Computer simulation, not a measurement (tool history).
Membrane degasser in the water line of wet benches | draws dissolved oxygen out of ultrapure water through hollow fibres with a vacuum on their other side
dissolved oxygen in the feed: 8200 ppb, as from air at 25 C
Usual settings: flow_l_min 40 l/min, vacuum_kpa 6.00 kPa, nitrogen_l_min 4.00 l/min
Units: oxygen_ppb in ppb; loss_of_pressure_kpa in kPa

run	hour	flow_l_min	vacuum_kpa	nitrogen_l_min	oxygen_ppb	loss_of_pressure_kpa
1	0.0	40	6.00	4.00	130.1	54.97
2	47.8	26	6.00	4.00	63.3	35.53
3	96.9	26	6.00	4.00	61.9	35.79
# hour 136.2: seals of the vacuum lines changed
4	140.7	26	6.00	4.00	63.1	35.70
5	196.3	40	6.00	4.00	129.6	54.70
6	246.3	40	6.00	4.00	128.6	54.91
7	269.9	40	7.54	4.00	165.1	55.03
8	298.3	40	7.54	4.00	165.3	54.66
9	334.5	40	6.00	8.89	94.5	54.69
10	391.0	40	7.95	8.89	114.9	55.16
11	443.5	40	6.76	3.18	169.5	55.17
12	498.4	54	6.76	3.18	265.4	74.19
13	529.3	40	6.00	2.55	166.0	55.09
14	567.7	60	4.83	5.10	210.2	82.12
15	598.9	31	3.67	4.00	42.0	42.57
16	646.9	32	6.00	4.86	80.0	44.08
17	684.5	40	11.71	4.00	259.8	54.77
18	708.9	35	4.18	9.54	54.4	48.14
19	759.8	43	12.13	4.00	292.8	59.27

Forecast each of these 4 alternatives for the next run:
A	784.9	43	12.13	9.85	?	?
B	784.9	38	10.75	4.48	?	?
C	784.9	56	6.00	8.50	?	?
D	784.9	59	6.00	4.00	?	?

run	oxygen_ppb	loss_of_pressure_kpa
A	172.8	59.26
B	206.3	52.21
C	190.6	77.05
D	255.6	81.29
Without the tool's hidden state the same runs would have given:
run	oxygen_ppb	loss_of_pressure_kpa
A	167.3	58.59
B	200.6	51.61
C	181.9	76.17
D	244.1	80.37
